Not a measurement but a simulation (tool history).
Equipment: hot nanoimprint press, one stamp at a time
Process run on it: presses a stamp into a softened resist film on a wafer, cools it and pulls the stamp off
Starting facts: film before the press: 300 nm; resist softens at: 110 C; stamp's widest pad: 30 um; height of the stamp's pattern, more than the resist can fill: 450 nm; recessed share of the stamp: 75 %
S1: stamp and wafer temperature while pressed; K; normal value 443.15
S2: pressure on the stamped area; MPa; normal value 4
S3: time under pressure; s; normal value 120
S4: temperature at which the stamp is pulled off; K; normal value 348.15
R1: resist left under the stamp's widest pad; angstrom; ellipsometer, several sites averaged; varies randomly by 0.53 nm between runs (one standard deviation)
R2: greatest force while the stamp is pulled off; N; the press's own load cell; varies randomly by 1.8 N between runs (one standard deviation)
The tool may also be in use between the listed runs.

run 1 hour=0 | S1=443.15 S2=4 S3=120 S4=348.15 | R1=1687 R2=117
run 2 hour=60.2 | S1=443.15 S2=4 S3=120 S4=348.15 | R1=1687 R2=123
run 3 hour=97.5 | S1=443.15 S2=4 S3=120 S4=348.15 | R1=1694 R2=125
run 4 hour=149.5 | S1=443.15 S2=4 S3=120 S4=348.15 | R1=1708 R2=123
-- hour=201.4 stamp cleaned and given a new release coat
run 5 hour=210.9 | S1=443.15 S2=4 S3=120 S4=348.15 | R1=1694 R2=111
run 6 hour=259.2 | S1=438.15 S2=4 S3=120 S4=348.15 | R1=2021 R2=112
run 7 hour=293.2 | S1=438.15 S2=4 S3=120 S4=348.15 | R1=2019 R2=119
-- hour=316.5 press's hydraulic seals changed and the load cell set to zero
run 8 hour=350.6 | S1=443.15 S2=4 S3=120 S4=348.15 | R1=1696 R2=116
run 9 hour=391.1 | S1=443.15 S2=4 S3=120 S4=348.15 | R1=1690 R2=118
-- hour=415.2 plate thermocouple calibrated
run 10 hour=455.8 | S1=443.15 S2=4 S3=120 S4=348.15 | R1=1682 R2=122
run 11 hour=518.1 | S1=443.15 S2=4 S3=120 S4=348.15 | R1=1693 R2=127
run 12 hour=576.9 | S1=443.15 S2=4 S3=120 S4=348.15 | R1=1689 R2=128
-- hour=595.2 stamp cleaned and given a new release coat
run 13 hour=645.5 | S1=443.15 S2=4 S3=120 S4=348.15 | R1=1708 R2=113
run 14 hour=698.6 | S1=443.15 S2=4 S3=120 S4=348.15 | R1=1704 R2=115
run 15 hour=730.2 | S1=443.15 S2=4 S3=150 S4=348.15 | R1=1588 R2=117
run 16 hour=778.1 | S1=443.15 S2=4 S3=82 S4=348.15 | R1=1922 R2=119
run 17 hour=813.2 | S1=444.15 S2=2.67 S3=68 S4=348.15 | R1=2226 R2=121
-- hour=831.6 plate thermocouple calibrated
run 18 hour=866.6 | S1=436.15 S2=5.83 S3=120 S4=348.15 | R1=1891 R2=120
run 19 hour=905.1 | S1=455.15 S2=4.58 S3=108 S4=352.15 | R1=1049 R2=114
run 20 hour=949.4 | S1=443.15 S2=4 S3=70 S4=348.15 | R1=1974 R2=129
-- hour=983 stamp cleaned and given a new release coat
run 21 hour=985.7 | S1=443.15 S2=4 S3=74 S4=348.15 | R1=1962 R2=110
run 22 hour=1025.2 | S1=431.15 S2=4 S3=74 S4=335.15 | R1=2616 R2=139
run 23 hour=1056.5 | S1=431.15 S2=4 S3=149 S4=335.15 | R1=2328 R2=139
run 24 hour=1097.6 | S1=439.15 S2=4 S3=85 S4=348.15 | R1=2133 R2=114
run 25 hour=1132.1 | S1=437.15 S2=5.05 S3=100 S4=354.15 | R1=2032 R2=103
run 26 hour=1178.8 | S1=455.15 S2=3.47 S3=64 S4=350.15 | R1=1483 R2=113
run 27 hour=1232.4 | S1=455.15 S2=3.47 S3=64 S4=350.15 | R1=1481 R2=119

Alternative continuations, all from the tool just after run 27; predict every row:
-- hour=1249.6 plate thermocouple calibrated
run A hour=1291 | S1=455.15 S2=3.47 S3=215 S4=342.15 | R1=? R2=?
-- hour=1249.6 plate thermocouple calibrated
run B hour=1291 | S1=455.15 S2=3.47 S3=64 S4=335.15 | R1=? R2=?
-- hour=1249.6 plate thermocouple calibrated
run C hour=1291 | S1=443.15 S2=3.78 S3=120 S4=348.15 | R1=? R2=?
-- hour=1249.6 plate thermocouple calibrated
run D hour=1291 | S1=455.15 S2=2.63 S3=64 S4=350.15 | R1=? R2=?

run=A R1=902 R2=141
run=B R1=1475 R2=160
run=C R1=1737 R2=124
run=D R1=1639 R2=119
The same runs, with their run-to-run variation unchanged, on a tool lacking any hidden condition would have given:
run=A R1=886 R2=124
run=B R1=1454 R2=140
run=C R1=1713 R2=108
run=D R1=1622 R2=104
